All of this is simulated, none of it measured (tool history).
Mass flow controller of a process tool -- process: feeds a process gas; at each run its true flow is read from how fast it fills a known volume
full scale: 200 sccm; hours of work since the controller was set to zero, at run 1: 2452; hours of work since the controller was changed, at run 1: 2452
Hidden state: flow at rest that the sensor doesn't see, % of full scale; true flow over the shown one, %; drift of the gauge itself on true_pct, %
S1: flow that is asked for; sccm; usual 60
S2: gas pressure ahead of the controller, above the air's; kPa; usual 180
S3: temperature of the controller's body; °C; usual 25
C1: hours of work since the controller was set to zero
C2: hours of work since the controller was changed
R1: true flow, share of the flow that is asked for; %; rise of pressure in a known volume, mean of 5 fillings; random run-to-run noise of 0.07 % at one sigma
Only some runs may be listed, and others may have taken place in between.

run    hour   S1   S2  S3    C1    C2     R1
  1     0.0   60  180  25  2452  2452  95.80
  2   163.3   60  180  25  2573  2573  95.82
  3   365.2   60  180  25  2722  2722  95.82
  4   483.3   60  180  25  2810  2810  95.70
  5   689.3   60  180  25  2962  2962  95.60
  6   907.6   60  180  25  3124  3124  95.50
  7  1024.4  109  180  25  3210  3210  97.44
  8  1161.1  109  180  25  3311  3311  97.55
  9  1388.2  114  194  23  3479  3479  97.61
 10  1594.8   67  245  38  3632  3632  97.27
 11  1753.9   67  245  38  3750  3750  97.17
 12  1954.3  115  225  38  3898  3898  99.01
 13  2167.9   74  209  33  4056  4056  96.87
 14  2294.1   37  244  30  4149  4149  93.47
 15  2442.4   98  180  25  4259  4259  96.92

4 options for the next run, each taken on its own from the tool as it stands now. Forecast them:
  A  2641.9  114  180  25  4406  4406   ?
  B  2641.9  181  186  21  4406  4406   ?
  C  2641.9   60  256  25  4406  4406   ?
  D  2641.9   41  144  34  4406  4406   ?

run     R1
  A  97.58
  B  98.98
  C  95.46
  D  93.75
Stripped of hidden state, with their random variation kept, the same runs would have yielded:
run     R1
  A  98.54
  B  99.26
  C  98.06
  D  97.97
